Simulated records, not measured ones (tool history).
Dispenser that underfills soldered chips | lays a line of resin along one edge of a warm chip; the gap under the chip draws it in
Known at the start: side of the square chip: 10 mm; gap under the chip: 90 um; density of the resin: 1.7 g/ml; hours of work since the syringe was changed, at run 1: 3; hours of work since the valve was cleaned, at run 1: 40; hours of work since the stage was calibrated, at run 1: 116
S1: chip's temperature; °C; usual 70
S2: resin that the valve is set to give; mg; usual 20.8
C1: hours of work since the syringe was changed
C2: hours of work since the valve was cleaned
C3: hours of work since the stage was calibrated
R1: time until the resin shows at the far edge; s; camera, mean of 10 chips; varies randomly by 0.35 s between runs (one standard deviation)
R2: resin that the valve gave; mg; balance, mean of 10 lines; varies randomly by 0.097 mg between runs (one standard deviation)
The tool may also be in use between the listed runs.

run 1 hour=0.0 | S1=70 S2=20.8 | C1=3 C2=40 C3=116 | R1=20.7 R2=20.23
-- hour=5.6 new syringe of resin
run 2 hour=7.2 | S1=70 S2=20.8 | C1=1 C2=45 C3=120 | R1=18.7 R2=20.22
run 3 hour=14.4 | S1=70 S2=20.8 | C1=6 C2=49 C3=125 | R1=22.8 R2=19.99
-- hour=15.8 new syringe of resin
run 4 hour=19.6 | S1=70 S2=20.8 | C1=2 C2=52 C3=128 | R1=20.5 R2=20.00
-- hour=25.9 new syringe of resin
run 5 hour=26.4 | S1=70 S2=20.8 | C1=0 C2=57 C3=132 | R1=17.6 R2=19.97
run 6 hour=31.8 | S1=70 S2=21.6 | C1=4 C2=60 C3=136 | R1=20.8 R2=20.75
-- hour=36.0 new syringe of resin
run 7 hour=36.5 | S1=57 S2=21.6 | C1=0 C2=63 C3=138 | R1=35.0 R2=20.51
run 8 hour=40.5 | S1=70 S2=24.8 | C1=3 C2=66 C3=141 | R1=19.7 R2=23.58
-- hour=46.3 new syringe of resin
run 9 hour=49.0 | S1=70 S2=24.8 | C1=2 C2=71 C3=146 | R1=18.6 R2=23.60
run 10 hour=53.7 | S1=70 S2=20.8 | C1=5 C2=74 C3=149 | R1=22.3 R2=19.61
-- hour=56.7 new syringe of resin
run 11 hour=61.7 | S1=84 S2=20.8 | C1=3 C2=79 C3=154 | R1=9.9 R2=19.61
-- hour=67.0 new syringe of resin
run 12 hour=69.5 | S1=84 S2=20.8 | C1=2 C2=84 C3=159 | R1=9.5 R2=19.39
run 13 hour=73.8 | S1=84 S2=26.4 | C1=4 C2=86 C3=162 | R1=10.6 R2=24.67
-- hour=77.2 new syringe of resin
run 14 hour=77.5 | S1=70 S2=20.8 | C1=0 C2=88 C3=164 | R1=18.5 R2=19.30
run 15 hour=83.9 | S1=70 S2=20.8 | C1=4 C2=93 C3=168 | R1=21.7 R2=19.39
-- hour=87.6 new syringe of resin
run 16 hour=91.5 | S1=70 S2=20.8 | C1=3 C2=97 C3=173 | R1=19.7 R2=19.26
run 17 hour=95.8 | S1=70 S2=20.8 | C1=5 C2=100 C3=176 | R1=22.6 R2=19.16
-- hour=97.9 new syringe of resin
run 18 hour=103.9 | S1=63 S2=20.8 | C1=4 C2=105 C3=181 | R1=30.9 R2=19.15
-- hour=108.0 new syringe of resin
run 19 hour=108.0 | S1=79 S2=20.4 | C1=0 C2=107 C3=183 | R1=11.3 R2=18.64
run 20 hour=114.3 | S1=58 S2=20.5 | C1=4 C2=112 C3=187 | R1=41.5 R2=18.69
-- hour=118.5 new syringe of resin
run 21 hour=119.3 | S1=58 S2=21.5 | C1=1 C2=115 C3=190 | R1=35.4 R2=19.66
run 22 hour=122.8 | S1=64 S2=24.5 | C1=3 C2=117 C3=192 | R1=27.5 R2=22.34
-- hour=128.7 new syringe of resin
run 23 hour=130.9 | S1=81 S2=22.3 | C1=1 C2=122 C3=197 | R1=11.0 R2=20.12
run 24 hour=137.0 | S1=66 S2=19.4 | C1=5 C2=126 C3=201 | R1=29.8 R2=17.47
-- hour=138.9 new syringe of resin
-- hour=141.4 dispensing valve cleaned and set on the balance
run 25 hour=144.2 | S1=69 S2=18.1 | C1=3 C2=2 C3=205 | R1=22.1 R2=18.07
-- hour=149.9 new syringe of resin
run 26 hour=151.7 | S1=69 S2=18.1 | C1=1 C2=6 C3=210 | R1=19.5 R2=18.10
run 27 hour=157.6 | S1=73 S2=18.1 | C1=5 C2=10 C3=213 | R1=19.9 R2=17.92
-- hour=160.2 new syringe of resin
run 28 hour=165.5 | S1=62 S2=20.9 | C1=3 C2=15 C3=218 | R1=31.5 R2=20.73
-- hour=170.3 new syringe of resin
run 29 hour=171.1 | S1=62 S2=20.9 | C1=1 C2=18 C3=222 | R1=27.1 R2=20.43
run 30 hour=175.8 | S1=68 S2=23.1 | C1=4 C2=22 C3=225 | R1=23.1 R2=22.51
-- hour=180.4 new syringe of resin
run 31 hour=181.7 | S1=60 S2=19.7 | C1=1 C2=25 C3=228 | R1=33.4 R2=19.22
run 32 hour=186.3 | S1=61 S2=26.0 | C1=4 C2=28 C3=231 | R1=34.9 R2=25.31
-- hour=190.9 new syringe of resin
run 33 hour=193.4 | S1=61 S2=26.0 | C1=2 C2=32 C3=236 | R1=29.6 R2=25.05
run 34 hour=200.6 | S1=72 S2=20.4 | C1=6 C2=37 C3=240 | R1=21.5 R2=19.85
-- hour=201.4 new syringe of resin
run 35 hour=207.4 | S1=70 S2=18.1 | C1=4 C2=41 C3=244 | R1=22.8 R2=17.51

What would each run have given without the hidden state, its run-to-run variation left as it was?
The hidden state here: resin's viscosity, % of fresh resin's; dose that the valve gives, % of what is set; true chip temperature over the reading, C; drift of the gauge itself on fill_s, %; drift of the gauge itself on given_mg, %.
run=1 R1=18.0 R2=20.83
run=2 R1=17.7 R2=20.89
run=3 R1=17.3 R2=20.72
run=4 R1=18.2 R2=20.79
run=5 R1=17.2 R2=20.83
run=6 R1=17.3 R2=21.70
run=7 R1=34.4 R2=21.52
run=8 R1=17.3 R2=24.79
run=9 R1=17.2 R2=24.94
run=10 R1=17.8 R2=20.77
run=11 R1=8.5 R2=20.87
run=12 R1=8.6 R2=20.72
run=13 R1=8.6 R2=26.42
run=14 R1=18.0 R2=20.72
run=15 R1=17.4 R2=20.89
run=16 R1=17.3 R2=20.82
run=17 R1=17.3 R2=20.79
run=18 R1=25.5 R2=20.86
run=19 R1=11.2 R2=20.35
run=20 R1=33.8 R2=20.48
run=21 R1=33.6 R2=21.58
run=22 R1=23.9 R2=24.58
run=23 R1=10.0 R2=22.23
run=24 R1=22.2 R2=19.36
run=25 R1=19.5 R2=18.14
run=26 R1=18.7 R2=18.24
run=27 R1=16.0 R2=18.11
run=28 R1=26.6 R2=21.05
run=29 R1=26.7 R2=20.80
run=30 R1=19.8 R2=22.97
run=31 R1=30.6 R2=19.66
run=32 R1=28.1 R2=25.95
run=33 R1=27.4 R2=25.78
run=34 R1=16.0 R2=20.50
run=35 R1=18.5 R2=18.14

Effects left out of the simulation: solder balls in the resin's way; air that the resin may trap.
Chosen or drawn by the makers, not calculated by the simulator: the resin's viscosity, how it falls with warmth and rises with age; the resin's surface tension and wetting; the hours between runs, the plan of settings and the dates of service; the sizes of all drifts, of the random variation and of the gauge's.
